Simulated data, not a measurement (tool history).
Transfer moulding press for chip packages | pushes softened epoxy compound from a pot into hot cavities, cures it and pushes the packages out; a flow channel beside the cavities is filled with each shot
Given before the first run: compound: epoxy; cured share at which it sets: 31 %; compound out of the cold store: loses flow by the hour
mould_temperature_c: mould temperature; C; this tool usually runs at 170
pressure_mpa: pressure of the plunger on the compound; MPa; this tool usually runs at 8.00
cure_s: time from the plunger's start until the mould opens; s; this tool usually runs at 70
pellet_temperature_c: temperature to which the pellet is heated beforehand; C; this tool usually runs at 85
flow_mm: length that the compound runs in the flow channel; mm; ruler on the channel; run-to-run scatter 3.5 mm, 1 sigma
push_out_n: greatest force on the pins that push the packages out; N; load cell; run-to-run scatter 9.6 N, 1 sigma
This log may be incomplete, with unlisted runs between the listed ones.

run   hour  mould_temperature_c  pressure_mpa  cure_s  pellet_temperature_c  incoming compound's hours out of the cold store  flow_mm  push_out_n
  1    0.0                  170          8.00      70                    85                                             39.2      592         417
       4.4  -- cavities cleaned with cleaning compound and waxed
      34.4  -- cavities cleaned with cleaning compound and waxed
  2   36.5                  170          8.00      70                    85                                             42.9      584         429
      52.3  -- mould's thermocouples calibrated
  3   64.0                  170          6.46      70                    85                                             43.2      525         420
      67.9  -- cavities cleaned with cleaning compound and waxed
      97.9  -- cavities cleaned with cleaning compound and waxed
  4   98.7                  170          8.00      70                    85                                             23.9      622         419
     129.6  -- cavities cleaned with cleaning compound and waxed
  5  135.6                  170          8.00      70                    85                                             44.6      577         432
     160.9  -- cavities cleaned with cleaning compound and waxed
  6  162.8                  170          6.77      70                    85                                             29.2      563         429
     172.4  -- plunger's sealing rings changed
  7  185.4                  170          6.77      70                    85                                             15.4      595         458
     194.5  -- cavities cleaned with cleaning compound and waxed
     224.9  -- cavities cleaned with cleaning compound and waxed
  8  227.7                  170          8.00      70                    85                                             35.7      600         432
  9  250.3                  170          8.00      70                    85                                             32.8      597         427
     254.9  -- cavities cleaned with cleaning compound and waxed
 10  278.7                  170          8.00      70                    80                                             24.2      623         450
     284.9  -- cavities cleaned with cleaning compound and waxed
     314.8  -- cavities cleaned with cleaning compound and waxed
 11  314.8                  170          8.00      70                    80                                             30.4      613         440
     347.0  -- cavities cleaned with cleaning compound and waxed
 12  348.3                  170          8.00      70                    85                                             16.3      649         440
     366.9  -- plunger's sealing rings changed
 13  375.4                  170          8.00      70                    85                                             38.4      590         413
     380.3  -- cavities cleaned with cleaning compound and waxed
 14  396.4                  170          8.00      97                    85                                             34.9      597         344
     409.6  -- cavities cleaned with cleaning compound and waxed
 15  435.1                  163          8.00      80                    85                                             23.2      641         481
     440.5  -- cavities cleaned with cleaning compound and waxed
     471.9  -- cavities cleaned with cleaning compound and waxed
 16  475.3                  163          8.00      80                    85                                             43.6      595         480
     503.3  -- cavities cleaned with cleaning compound and waxed
 17  520.8                  163          8.00      55                    94                                              9.4      684        1192
     535.4  -- cavities cleaned with cleaning compound and waxed
 18  555.3                  163          8.00      55                    94                                             34.3      616        1127
     563.1  -- plunger's sealing rings changed
     567.5  -- cavities cleaned with cleaning compound and waxed
     597.7  -- cavities cleaned with cleaning compound and waxed
 19  602.3                  163          8.00      55                    94                                             44.9      588        1082
     629.4  -- cavities cleaned with cleaning compound and waxed
 20  642.6                  163          8.00      55                    94                                             10.2      678        1213
     661.7  -- cavities cleaned with cleaning compound and waxed
 21  675.3                  163          8.00      55                    94                                             25.3      636        1146
     691.7  -- cavities cleaned with cleaning compound and waxed
 22  700.1                  163          8.00      55                    94                                             18.7      662        1163
     722.6  -- cavities cleaned with cleaning compound and waxed
 23  726.9                  168          6.28      70                    85                                              8.4      598         512
     753.5  -- cavities cleaned with cleaning compound and waxed
     759.8  -- plunger's sealing rings changed
 24  760.0                  170          7.79      70                    85                                             27.7      612         436
     785.7  -- cavities cleaned with cleaning compound and waxed
 25  785.7                  170          7.79      70                    85                                             30.7      600         434
     815.1  -- cavities cleaned with cleaning compound and waxed
 26  825.0                  170          7.79      70                    85                                             27.8      607         440
     844.3  -- cavities cleaned with cleaning compound and waxed
 27  853.5                  170          9.19      98                    94                                             43.6      616         338

Alternative continuations, all from the tool just after run 27; predict every row:
     870.1  -- mould's thermocouples calibrated
     876.2  -- cavities cleaned with cleaning compound and waxed
  A  879.8                  170          9.19      53                    94                                             24.3        ?           ?
     870.1  -- mould's thermocouples calibrated
     876.2  -- cavities cleaned with cleaning compound and waxed
  B  879.8                  170          8.00      80                    88                                             25.7        ?           ?
     870.1  -- mould's thermocouples calibrated
     876.2  -- cavities cleaned with cleaning compound and waxed
  C  879.8                  170          6.23      62                    85                                             36.4        ?           ?

run  flow_mm  push_out_n
  A      673         817
  B      620         359
  C      528         542
What these runs would have given with no unlogged condition in the tool:
run  flow_mm  push_out_n
  A      673         813
  B      620         358
  C      529         539

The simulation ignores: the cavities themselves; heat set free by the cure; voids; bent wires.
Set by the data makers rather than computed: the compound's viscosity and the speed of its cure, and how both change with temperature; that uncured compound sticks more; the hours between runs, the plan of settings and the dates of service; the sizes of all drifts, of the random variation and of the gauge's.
